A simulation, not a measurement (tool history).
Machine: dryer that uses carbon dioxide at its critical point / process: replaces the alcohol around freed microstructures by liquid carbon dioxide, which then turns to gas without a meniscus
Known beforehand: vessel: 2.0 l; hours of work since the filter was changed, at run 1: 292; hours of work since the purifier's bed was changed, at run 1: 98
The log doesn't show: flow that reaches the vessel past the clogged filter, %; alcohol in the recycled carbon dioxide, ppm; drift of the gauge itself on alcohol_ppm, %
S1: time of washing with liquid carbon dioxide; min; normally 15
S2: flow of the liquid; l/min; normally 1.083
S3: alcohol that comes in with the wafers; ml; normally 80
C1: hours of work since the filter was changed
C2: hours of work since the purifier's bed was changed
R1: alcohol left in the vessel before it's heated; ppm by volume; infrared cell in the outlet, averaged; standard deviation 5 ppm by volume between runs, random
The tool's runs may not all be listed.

Run 1, day 0: usual settings; C1 292; C2 98. Result: R1 108 ppm by volume.
Run 2, day 0.238: usual settings; C1 295; C2 101. Result: R1 96 ppm by volume.
Run 3, day 0.55: usual settings but S2 1.13 l/min; C1 298; C2 105. Result: R1 78 ppm by volume.
Run 4, day 0.788: usual settings but S2 1.13 l/min; C1 301; C2 108. Result: R1 95 ppm by volume.
Run 5, day 1.133: usual settings but S2 0.81 l/min; C1 305; C2 112. Result: R1 371 ppm by volume.
Run 6, day 1.346: usual settings but S3 41 ml; C1 308; C2 115. Result: R1 86 ppm by volume.
Run 7, day 1.646: usual settings but S3 41 ml; C1 312; C2 118. Result: R1 76 ppm by volume.
Run 8, day 1.992: usual settings but S3 41 ml; C1 316; C2 122. Result: R1 72 ppm by volume.
Run 9, day 2.288: usual settings but S1 10 min; C1 319; C2 126. Result: R1 655 ppm by volume.
Run 10, day 2.525: usual settings but S1 10 min; C1 322; C2 129. Result: R1 627 ppm by volume.
Run 11, day 2.888: usual settings; C1 327; C2 133. Result: R1 118 ppm by volume.
Run 12, day 3.217: usual settings but S2 0.87 l/min; C1 331; C2 137. Result: R1 291 ppm by volume.
Run 13, day 3.533: usual settings but S2 0.87 l/min; C1 334; C2 141. Result: R1 283 ppm by volume.
Run 14, day 3.783: usual settings but S2 0.87 l/min; C1 337; C2 144. Result: R1 296 ppm by volume.
Run 15, day 4.025: usual settings but S2 0.87 l/min, S3 103 ml; C1 340; C2 147. Result: R1 358 ppm by volume.
At day 4.279: inlet filter changed.
Run 16, day 4.396: usual settings but S2 0.87 l/min, S3 103 ml; C1 1; C2 151. Result: R1 248 ppm by volume.
Run 17, day 4.658: usual settings but S2 0.87 l/min, S3 103 ml; C1 5; C2 154. Result: R1 253 ppm by volume.
Run 18, day 4.896: usual settings but S2 0.87 l/min, S3 103 ml; C1 7; C2 157. Result: R1 247 ppm by volume.
Run 19, day 5.221: usual settings but S2 0.87 l/min, S3 103 ml; C1 11; C2 161. Result: R1 257 ppm by volume.
Run 20, day 5.483: usual settings but S2 1.19 l/min; C1 15; C2 164. Result: R1 61 ppm by volume.
Run 21, day 5.692: usual settings but S2 1.19 l/min; C1 17; C2 167. Result: R1 71 ppm by volume.
Run 22, day 5.85: usual settings; C1 19; C2 168. Result: R1 84 ppm by volume.
Run 23, day 6.104: usual settings but S1 20 min; C1 22; C2 171. Result: R1 47 ppm by volume.
Run 24, day 6.338: usual settings but S1 20 min; C1 25; C2 174. Result: R1 54 ppm by volume.
Run 25, day 6.542: usual settings but S1 11 min, S2 1.5 l/min, S3 85 ml; C1 27; C2 177. Result: R1 94 ppm by volume.
Run 26, day 6.712: usual settings but S1 11 min, S2 1.5 l/min, S3 85 ml; C1 29; C2 179. Result: R1 97 ppm by volume.
Run 27, day 7.062: usual settings but S1 11 min, S2 1.5 l/min, S3 85 ml; C1 34; C2 183. Result: R1 92 ppm by volume.
Run 28, day 7.333: usual settings but S2 1.51 l/min, S3 88 ml; C1 37; C2 186. Result: R1 47 ppm by volume.
Run 29, day 7.671: usual settings but S2 0.66 l/min; C1 41; C2 190. Result: R1 638 ppm by volume.
Run 30, day 7.9: usual settings but S1 21 min, S2 1.66 l/min; C1 44; C2 193. Result: R1 55 ppm by volume.
Run 31, day 8.133: usual settings but S1 21 min, S2 1.13 l/min, S3 72 ml; C1 47; C2 196. Result: R1 58 ppm by volume.
Run 32, day 8.383: usual settings but S1 19 min, S2 0.95 l/min, S3 37 ml; C1 50; C2 199. Result: R1 61 ppm by volume.
Run 33, day 8.679: usual settings but S1 19 min, S2 0.95 l/min, S3 37 ml; C1 53; C2 203. Result: R1 63 ppm by volume.
Run 34, day 8.908: usual settings but S1 11 min, S3 24 ml; C1 56; C2 205. Result: R1 148 ppm by volume.
Run 35, day 9.254: usual settings but S1 11 min, S3 24 ml; C1 60; C2 210. Result: R1 147 ppm by volume.
Run 36, day 9.412: usual settings but S1 11 min, S3 24 ml; C1 62; C2 211. Result: R1 143 ppm by volume.
Run 37, day 9.654: usual settings but S1 11 min, S2 1.35 l/min, S3 24 ml; C1 65; C2 214. Result: R1 96 ppm by volume.
Run 38, day 9.954: usual settings but S1 10 min, S2 1.03 l/min, S3 24 ml; C1 69; C2 218. Result: R1 223 ppm by volume.
Run 39, day 10.15: usual settings but S1 11 min, S2 0.87 l/min; C1 71; C2 220. Result: R1 777 ppm by volume.
Run 40, day 10.379: usual settings but S1 11 min, S2 0.87 l/min; C1 74; C2 223. Result: R1 819 ppm by volume.
Run 41, day 10.721: usual settings but S1 18 min, S2 1.18 l/min, S3 74 ml; C1 78; C2 227. Result: R1 76 ppm by volume.
Run 42, day 10.904: usual settings but S1 18 min, S2 1.18 l/min, S3 74 ml; C1 80; C2 230. Result: R1 68 ppm by volume.
Run 43, day 11.175: usual settings but S1 10 min, S2 1.18 l/min, S3 78 ml; C1 83; C2 233. Result: R1 353 ppm by volume.
Run 44, day 11.375: usual settings but S1 10 min, S2 1.18 l/min, S3 78 ml; C1 86; C2 235. Result: R1 371 ppm by volume.
Run 45, day 11.529: usual settings but S1 22 min, S2 0.96 l/min; C1 88; C2 237. Result: R1 68 ppm by volume.
Run 46, day 11.717: usual settings but S1 22 min, S2 0.96 l/min; C1 90; C2 239. Result: R1 64 ppm by volume.
Run 47, day 12.021: usual settings but S1 9 min, S2 1.05 l/min, S3 32 ml; C1 94; C2 243. Result: R1 381 ppm by volume.
Run 48, day 12.325: usual settings but S1 9 min, S2 1.05 l/min, S3 32 ml; C1 97; C2 247. Result: R1 391 ppm by volume.

Here are 3 independent what-if runs from the current tool condition. What would each one return?
Run A, day 12.625: usual settings but S2 1.05 l/min, S3 32 ml; C1 101; C2 250. Result: R1 ?.
Run B, day 12.625: usual settings but S1 9 min, S2 1.05 l/min, S3 25 ml; C1 101; C2 250. Result: R1 ?.
Run C, day 12.625: usual settings but S1 9 min, S2 1.58 l/min, S3 51 ml; C1 101; C2 250. Result: R1 ?.

run   R1
  A   82
  B  329
  C  144
Take away the tool's hidden state, keep each run's random variation, and the runs would have read:
run   R1
  A   16
  B  236
  C   68

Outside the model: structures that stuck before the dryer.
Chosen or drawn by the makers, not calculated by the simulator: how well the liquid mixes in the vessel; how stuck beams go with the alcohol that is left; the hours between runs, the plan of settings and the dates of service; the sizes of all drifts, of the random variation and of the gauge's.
